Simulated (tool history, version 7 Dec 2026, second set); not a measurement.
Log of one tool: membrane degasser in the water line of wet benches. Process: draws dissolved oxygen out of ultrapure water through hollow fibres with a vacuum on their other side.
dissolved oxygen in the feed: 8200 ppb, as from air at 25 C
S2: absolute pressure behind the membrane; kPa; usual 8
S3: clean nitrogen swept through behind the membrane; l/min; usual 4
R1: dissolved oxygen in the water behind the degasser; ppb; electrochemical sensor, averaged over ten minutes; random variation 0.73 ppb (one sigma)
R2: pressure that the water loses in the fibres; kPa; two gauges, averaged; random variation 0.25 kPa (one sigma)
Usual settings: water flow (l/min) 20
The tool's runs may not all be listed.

Run 1, day 0: usual settings. Result: R1 71.8 ppb, R2 69.58 kPa.
Run 2, day 1.471: usual settings. Result: R1 71 ppb, R2 69.82 kPa.
Run 3, day 2.454: usual settings. Result: R1 72.6 ppb, R2 69.99 kPa.
Run 4, day 3.779: usual settings. Result: R1 73.3 ppb, R2 69.68 kPa.
Run 5, day 5.988: usual settings. Result: R1 72 ppb, R2 69.73 kPa.
Run 6, day 7.104: usual settings. Result: R1 72.5 ppb, R2 69.95 kPa.
Run 7, day 9.246: usual settings. Result: R1 70.6 ppb, R2 69.56 kPa.
Run 8, day 10.762: usual settings. Result: R1 71.9 ppb, R2 70.34 kPa.
Run 9, day 12.9: usual settings but S2 5.2 kPa. Result: R1 37.2 ppb, R2 69.77 kPa.
Run 10, day 14.846: usual settings but S2 4.86 kPa. Result: R1 32.8 ppb, R2 69.72 kPa.
Run 11, day 16.729: usual settings but S2 4.86 kPa. Result: R1 33.3 ppb, R2 70.51 kPa.
Run 12, day 18.85: usual settings but S2 4.86 kPa. Result: R1 32.8 ppb, R2 70.27 kPa.
Run 13, day 21.067: usual settings but S2 4.86 kPa. Result: R1 33.8 ppb, R2 70.52 kPa.
Run 14, day 23.038: usual settings but water flow (l/min) 27, S2 4.86 kPa. Result: R1 72.7 ppb, R2 95.26 kPa.
Run 15, day 25.183: usual settings but water flow (l/min) 27. Result: R1 123.2 ppb, R2 94.96 kPa.
Run 16, day 26.896: usual settings but water flow (l/min) 27. Result: R1 124.3 ppb, R2 94.95 kPa.
Run 17, day 27.879: usual settings but water flow (l/min) 27. Result: R1 125.9 ppb, R2 95.45 kPa.
Run 18, day 29.175: usual settings but water flow (l/min) 12, S3 1.71 l/min. Result: R1 87.7 ppb, R2 41.88 kPa.
Run 19, day 31.367: usual settings but water flow (l/min) 12, S3 1.71 l/min. Result: R1 89.4 ppb, R2 42.42 kPa.
Run 20, day 33.088: usual settings but water flow (l/min) 12, S3 1.71 l/min. Result: R1 88.4 ppb, R2 42.09 kPa.
Run 21, day 34.221: usual settings but water flow (l/min) 26, S2 7.18 kPa, S3 2.02 l/min. Result: R1 160.7 ppb, R2 91.61 kPa.
Run 22, day 36.421: usual settings but water flow (l/min) 16, S2 5.93 kPa, S3 5.92 l/min. Result: R1 23.4 ppb, R2 56.49 kPa.
Run 23, day 38.208: usual settings but water flow (l/min) 16, S2 5.93 kPa, S3 5.92 l/min. Result: R1 22.9 ppb, R2 56.53 kPa.
Run 24, day 39.9: usual settings but water flow (l/min) 26, S2 5.93 kPa, S3 5.27 l/min. Result: R1 72.2 ppb, R2 91.47 kPa.

The next listed run, before its measurement:
Run 25, day 41.554: usual settings but water flow (l/min) 26, S2 8.07 kPa, S3 5.27 l/min. Result: R1 ?, R2 ?.

Run 25 gave R1 99.3 ppb, R2 91.73 kPa.
Without the tool's hidden state the same run would have given R1 87.4 ppb, R2 87.51 kPa.
